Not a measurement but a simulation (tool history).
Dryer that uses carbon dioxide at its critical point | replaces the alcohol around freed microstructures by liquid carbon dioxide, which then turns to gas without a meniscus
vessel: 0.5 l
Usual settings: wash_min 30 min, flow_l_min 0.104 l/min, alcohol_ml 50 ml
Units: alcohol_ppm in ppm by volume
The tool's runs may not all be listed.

| run | hour | wash_min | flow_l_min | alcohol_ml | alcohol_ppm |
|---|---|---|---|---|---|
| 1 | 0 | 30 | 0.104 | 50 | 319 |
| 2 | 8 | 30 | 0.104 | 50 | 324 |
| 3 | 19.9 | 30 | 0.074 | 50 | 1570 |
| 4 | 29 | 30 | 0.104 | 50 | 328 |
| 5 | 41.4 | 30 | 0.16 | 50 | 31 |
| 6 | 46.8 | 30 | 0.16 | 50 | 34 |
| 7 | 54.3 | 30 | 0.16 | 33 | 17 |
| 8 | 64.3 | 30 | 0.104 | 50 | 349 |
| 9 | 71.7 | 30 | 0.104 | 50 | 353 |
| 10 | 78.8 | 45 | 0.104 | 50 | 30 |
| 11 | 85.3 | 45 | 0.104 | 50 | 40 |
| 12 | 96.2 | 45 | 0.104 | 50 | 40 |
| 13 | 102.9 | 45 | 0.104 | 50 | 36 |
| 14 | 112 | 45 | 0.104 | 50 | 29 |
| 15 | 119.7 | 45 | 0.104 | 50 | 40 |
| 16 | 128.9 | 45 | 0.104 | 50 | 29 |
| 17 | 136.7 | 30 | 0.13 | 50 | 121 |
| 18 | 141.9 | 30 | 0.13 | 50 | 110 |
| 19 | 151 | 30 | 0.13 | 20 | 56 |
| 20 | 163.6 | 30 | 0.13 | 20 | 60 |
| 21 | 175.7 | 30 | 0.104 | 50 | 387 |
| 22 | 185.4 | 19 | 0.079 | 21 | 2806 |
| 23 | 191.6 | 33 | 0.167 | 27 | 22 |
| 24 | 198.1 | 37 | 0.104 | 42 | 113 |
| 25 | 210.6 | 30 | 0.105 | 32 | 253 |
| 26 | 219.5 | 22 | 0.104 | 54 | 1840 |
| 27 | 227.7 | 30 | 0.104 | 37 | 311 |
| 28 | 234.4 | 28 | 0.164 | 80 | 75 |
| 29 | 243.2 | 24 | 0.092 | 80 | 3184 |
| 30 | 248.5 | 30 | 0.104 | 74 | 593 |
| 31 | 255.2 | 30 | 0.104 | 74 | 586 |
| 32 | 262.8 | 29 | 0.104 | 29 | 294 |
| 33 | 268.6 | 47 | 0.104 | 50 | 45 |
| 34 | 278.2 | 23 | 0.134 | 32 | 325 |
| 35 | 285.1 | 21 | 0.097 | 24 | 1365 |
| 36 | 292 | 47 | 0.104 | 51 | 41 |
| 37 | 302.1 | 47 | 0.104 | 51 | 32 |
| 38 | 307.4 | 19 | 0.104 | 51 | 3183 |
| 39 | 316.4 | 32 | 0.165 | 23 | 31 |
| 40 | 327.1 | 24 | 0.165 | 23 | 71 |
|  | 330.8 | inlet filter changed |
| 41 | 339.6 | 21 | 0.172 | 24 | 71 |
| 42 | 347.5 | 21 | 0.172 | 24 | 79 |

Forecast each of these 4 alternatives for the next run:
| A | 358 | 21 | 0.172 | 24 | ? |
| B | 358 | 21 | 0.161 | 24 | ? |
| C | 358 | 21 | 0.072 | 50 | ? |
| D | 358 | 30 | 0.153 | 50 | ? |

| run | alcohol_ppm |
|---|---|
| A | 72 |
| B | 101 |
| C | 5114 |
| D | 29 |
Without the tool's hidden state the same runs would have given:
| run | alcohol_ppm |
|---|---|
| A | 51 |
| B | 79 |
| C | 4968 |
| D | 10 |

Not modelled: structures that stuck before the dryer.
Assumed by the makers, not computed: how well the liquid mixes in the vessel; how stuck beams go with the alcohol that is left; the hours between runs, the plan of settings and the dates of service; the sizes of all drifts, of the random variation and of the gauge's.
